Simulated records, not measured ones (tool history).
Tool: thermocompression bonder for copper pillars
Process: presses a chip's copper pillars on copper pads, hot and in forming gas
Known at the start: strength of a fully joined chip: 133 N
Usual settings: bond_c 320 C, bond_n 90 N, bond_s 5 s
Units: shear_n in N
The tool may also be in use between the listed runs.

{"run": 1, "day": 0.0, "bond_c": 320, "bond_n": 90, "bond_s": 5, "shear_n": 48.8}
{"run": 2, "day": 2.171, "bond_c": 320, "bond_n": 90, "bond_s": 5, "shear_n": 47.7}
{"run": 3, "day": 3.95, "bond_c": 320, "bond_n": 90, "bond_s": 5, "shear_n": 48.1}
{"run": 4, "day": 6.083, "bond_c": 320, "bond_n": 90, "bond_s": 5, "shear_n": 48.2}
{"run": 5, "day": 8.242, "bond_c": 320, "bond_n": 90, "bond_s": 5, "shear_n": 47.8}
{"run": 6, "day": 9.646, "bond_c": 320, "bond_n": 90, "bond_s": 5, "shear_n": 46.2}
{"run": 7, "day": 11.675, "bond_c": 316, "bond_n": 90, "bond_s": 5, "shear_n": 45.6}
{"run": 8, "day": 13.112, "bond_c": 316, "bond_n": 90, "bond_s": 5, "shear_n": 43.9}
{"run": 9, "day": 15.025, "bond_c": 316, "bond_n": 90, "bond_s": 5, "shear_n": 44.8}
{"run": 10, "day": 16.908, "bond_c": 303, "bond_n": 90, "bond_s": 5, "shear_n": 36.1}
{"run": 11, "day": 17.808, "bond_c": 303, "bond_n": 90, "bond_s": 5, "shear_n": 36.3}
{"run": 12, "day": 18.942, "bond_c": 303, "bond_n": 90, "bond_s": 5, "shear_n": 36.4}
{"run": 13, "day": 20.433, "bond_c": 303, "bond_n": 90, "bond_s": 5, "shear_n": 35.5}
{"run": 14, "day": 22.592, "bond_c": 303, "bond_n": 90, "bond_s": 5, "shear_n": 35.7}
{"day": 23.7, "done": "forming gas filter changed"}
{"run": 15, "day": 24.117, "bond_c": 303, "bond_n": 90, "bond_s": 5, "shear_n": 36.0}
{"run": 16, "day": 26.104, "bond_c": 337, "bond_n": 90, "bond_s": 5, "shear_n": 58.4}
{"run": 17, "day": 27.492, "bond_c": 337, "bond_n": 90, "bond_s": 5, "shear_n": 57.7}
{"run": 18, "day": 29.088, "bond_c": 337, "bond_n": 90, "bond_s": 5, "shear_n": 57.6}
{"run": 19, "day": 30.962, "bond_c": 320, "bond_n": 115, "bond_s": 5, "shear_n": 57.6}
{"run": 20, "day": 32.067, "bond_c": 320, "bond_n": 115, "bond_s": 5, "shear_n": 58.4}
{"run": 21, "day": 32.938, "bond_c": 346, "bond_n": 90, "bond_s": 5, "shear_n": 62.6}
{"day": 33.712, "done": "heater calibrated with a thermocouple chip"}
{"run": 22, "day": 35.075, "bond_c": 346, "bond_n": 61, "bond_s": 6, "shear_n": 50.3}
{"run": 23, "day": 37.058, "bond_c": 346, "bond_n": 61, "bond_s": 6, "shear_n": 50.2}
{"run": 24, "day": 38.033, "bond_c": 346, "bond_n": 61, "bond_s": 6, "shear_n": 48.2}
{"run": 25, "day": 39.921, "bond_c": 346, "bond_n": 61, "bond_s": 6, "shear_n": 48.4}
{"run": 26, "day": 42.088, "bond_c": 346, "bond_n": 61, "bond_s": 6, "shear_n": 49.4}
{"day": 44.208, "done": "force cell calibrated"}
{"run": 27, "day": 44.208, "bond_c": 346, "bond_n": 61, "bond_s": 6, "shear_n": 51.3}
{"run": 28, "day": 45.3, "bond_c": 320, "bond_n": 90, "bond_s": 3, "shear_n": 41.0}
{"run": 29, "day": 46.308, "bond_c": 320, "bond_n": 90, "bond_s": 3, "shear_n": 40.4}
{"run": 30, "day": 48.246, "bond_c": 342, "bond_n": 57, "bond_s": 3, "shear_n": 32.5}
{"run": 31, "day": 50.129, "bond_c": 342, "bond_n": 57, "bond_s": 3, "shear_n": 33.2}
{"run": 32, "day": 51.242, "bond_c": 342, "bond_n": 57, "bond_s": 3, "shear_n": 33.1}
{"day": 52.992, "done": "forming gas filter changed"}
{"run": 33, "day": 53.067, "bond_c": 297, "bond_n": 73, "bond_s": 5, "shear_n": 29.2}
{"run": 34, "day": 54.442, "bond_c": 316, "bond_n": 106, "bond_s": 15, "shear_n": 82.2}
{"run": 35, "day": 56.462, "bond_c": 320, "bond_n": 90, "bond_s": 4, "shear_n": 46.1}
{"run": 36, "day": 58.35, "bond_c": 320, "bond_n": 58, "bond_s": 15, "shear_n": 48.7}
{"run": 37, "day": 59.646, "bond_c": 320, "bond_n": 58, "bond_s": 15, "shear_n": 49.2}

Run 38 comes next. What will it give?
{"run": 38, "day": 61.546, "bond_c": 320, "bond_n": 93, "bond_s": 5, "shear_n": "?"}

Run 38 gave shear_n 51.8 N.
Without the tool's hidden state the same run would have given shear_n 55.6 N.
